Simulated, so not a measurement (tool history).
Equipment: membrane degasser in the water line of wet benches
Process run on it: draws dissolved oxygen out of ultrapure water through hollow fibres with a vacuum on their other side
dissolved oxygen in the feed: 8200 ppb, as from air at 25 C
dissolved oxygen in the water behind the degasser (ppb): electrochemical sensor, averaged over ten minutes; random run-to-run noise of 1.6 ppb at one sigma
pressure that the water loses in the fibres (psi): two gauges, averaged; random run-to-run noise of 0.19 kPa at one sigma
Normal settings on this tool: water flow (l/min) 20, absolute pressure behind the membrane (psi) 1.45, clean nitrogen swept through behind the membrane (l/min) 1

| run | hour | water flow (l/min) | absolute pressure behind the membrane (psi) | clean nitrogen swept through behind the membrane (l/min) | dissolved oxygen in the water behind the degasser (ppb) | pressure that the water loses in the fibres (psi) |
|---|---|---|---|---|---|---|
| 1 | 0 | 20 | 1.45 | 1 | 320.1 | 5.98 |
| 2 | 117.1 | 20 | 1.45 | 1 | 321.6 | 5.976 |
| 3 | 177.7 | 20 | 1.45 | 1 | 324.6 | 6.016 |
| 4 | 281.3 | 14 | 1.45 | 1 | 231.6 | 4.142 |
| 5 | 377.7 | 19 | 1.45 | 1 | 308.2 | 5.709 |
| 6 | 463.4 | 19 | 1.45 | 1 | 306 | 5.728 |
| 7 | 592.6 | 20 | 1.23 | 1 | 261 | 6.035 |
| 8 | 727.1 | 20 | 1.23 | 1 | 261.9 | 6.005 |
| 9 | 823.2 | 20 | 1.45 | 1 | 323.4 | 6.015 |
| 10 | 953.3 | 20 | 1.45 | 1 | 324.2 | 6.044 |
| 11 | 1051.9 | 20 | 1.45 | 1 | 319.5 | 6.019 |
| 12 | 1148.5 | 14 | 2.81 | 0.81 | 606.8 | 4.187 |
| 13 | 1287.9 | 23 | 1.17 | 1.66 | 195.1 | 6.904 |
| 14 | 1424.8 | 23 | 1.17 | 1.66 | 185.7 | 6.959 |
| 15 | 1493.1 | 24 | 1.25 | 2.22 | 172.9 | 7.214 |
| 16 | 1618.3 | 22 | 2.96 | 1.59 | 544.4 | 6.605 |
| 17 | 1729.9 | 30 | 2.76 | 1.19 | 867.6 | 9.081 |
| 18 | 1828 | 20 | 2.64 | 1 | 640 | 6.045 |
| 19 | 1898.3 | 13 | 2.48 | 0.54 | 685.9 | 3.965 |
| 20 | 2029.6 | 20 | 2.35 | 1 | 564.5 | 6.029 |
| 21 | 2118.6 | 13 | 2.35 | 1 | 385.2 | 3.909 |

Missing from the log above: 3 entries noted between runs. For each, name the pair of listed runs it sits between and say how the tool's hidden condition differs from the listed run just before to the listed run just after:
Between runs 9 and 10: vacuum gauge calibrated (hour 833.8); seals of the vacuum lines changed (hour 851.2)
  true pressure behind the membrane over the reading, kPa: 0.18 -> 0.23; air that leaks in behind the membrane, l/min: 0.0313 -> 0.0038
  measured result minus the result with no hidden state, dissolved oxygen in the water behind the degasser (ppb): +14.8 -> +11; pressure that the water loses in the fibres (psi): +0.041 -> +0.044
Between runs 13 and 14: vacuum gauge calibrated, once more (hour 1398.5)
  membrane still open, %: 99.1 -> 99; true pressure behind the membrane over the reading, kPa: 0.25 -> 0; air that leaks in behind the membrane, l/min: 0.0053 -> 0.0059
  measured result minus the result with no hidden state, dissolved oxygen in the water behind the degasser (ppb): +9.8 -> +2; pressure that the water loses in the fibres (psi): +0.061 -> +0.067
